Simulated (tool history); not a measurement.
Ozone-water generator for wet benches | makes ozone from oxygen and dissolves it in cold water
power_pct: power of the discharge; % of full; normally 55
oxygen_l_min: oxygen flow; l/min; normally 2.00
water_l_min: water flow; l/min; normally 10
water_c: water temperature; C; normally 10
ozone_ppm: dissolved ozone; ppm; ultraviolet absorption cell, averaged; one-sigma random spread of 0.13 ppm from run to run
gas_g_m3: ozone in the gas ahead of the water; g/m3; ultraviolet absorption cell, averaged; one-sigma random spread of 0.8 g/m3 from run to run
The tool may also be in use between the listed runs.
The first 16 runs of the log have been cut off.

run,hour,power_pct,oxygen_l_min,water_l_min,water_c,hours of work since the electrodes were changed,hours of work since the contactor was cleaned,hours of work since the thermometer was calibrated,ozone_ppm,gas_g_m3
17,1402.0,69,2.27,9,6,3738,1059,3859,16.4,123.1
18,1489.0,69,2.27,9,6,3800,1122,3921,16.1,123.6
19,1569.3,69,2.33,13,6,3858,1180,3979,11.1,122.3
20,1638.7,69,2.33,13,6,3908,1230,4029,11.2,121.2
21,1691.0,49,1.13,9,12,3946,1268,4067,10.9,143.0
22,1806.2,49,1.13,9,12,4029,1351,4150,10.9,142.3
23,1911.6,44,1.13,12,12,4105,1426,4226,7.2,132.3
24,1973.3,59,1.45,6,5,4149,1471,4270,20.3,141.0
25,2023.8,59,2.53,10,10,4186,1507,4307,12.4,103.9
26,2114.2,55,3.34,10,10,4251,1572,4372,11.9,84.9
27,2199.2,55,3.34,10,10,4312,1634,4433,12.1,84.0
28,2302.7,55,3.34,10,10,4387,1708,4508,11.9,85.4
29,2423.9,55,3.34,10,10,4474,1796,4595,11.7,83.9
30,2547.4,55,2.00,10,7,4563,1885,4684,11.8,110.9
31,2627.7,55,2.00,9,5,4621,1942,4742,13.2,109.8
32,2737.8,74,3.57,9,11,4700,2022,4821,15.5,98.1

Predict each of these 3 candidate next runs independently; none follows another, all start after run 32:
A,2822.4,74,3.07,8,11,4761,2083,4882,?,?
B,2822.4,49,3.57,9,7,4761,2083,4882,?,?
C,2822.4,66,3.57,9,11,4761,2083,4882,?,?

run,ozone_ppm,gas_g_m3
A,17.1,105.6
B,12.5,74.4
C,14.0,92.7
Without the tool's hidden state the same runs would have given:
run,ozone_ppm,gas_g_m3
A,20.8,122.6
B,14.6,82.8
C,17.0,106.3

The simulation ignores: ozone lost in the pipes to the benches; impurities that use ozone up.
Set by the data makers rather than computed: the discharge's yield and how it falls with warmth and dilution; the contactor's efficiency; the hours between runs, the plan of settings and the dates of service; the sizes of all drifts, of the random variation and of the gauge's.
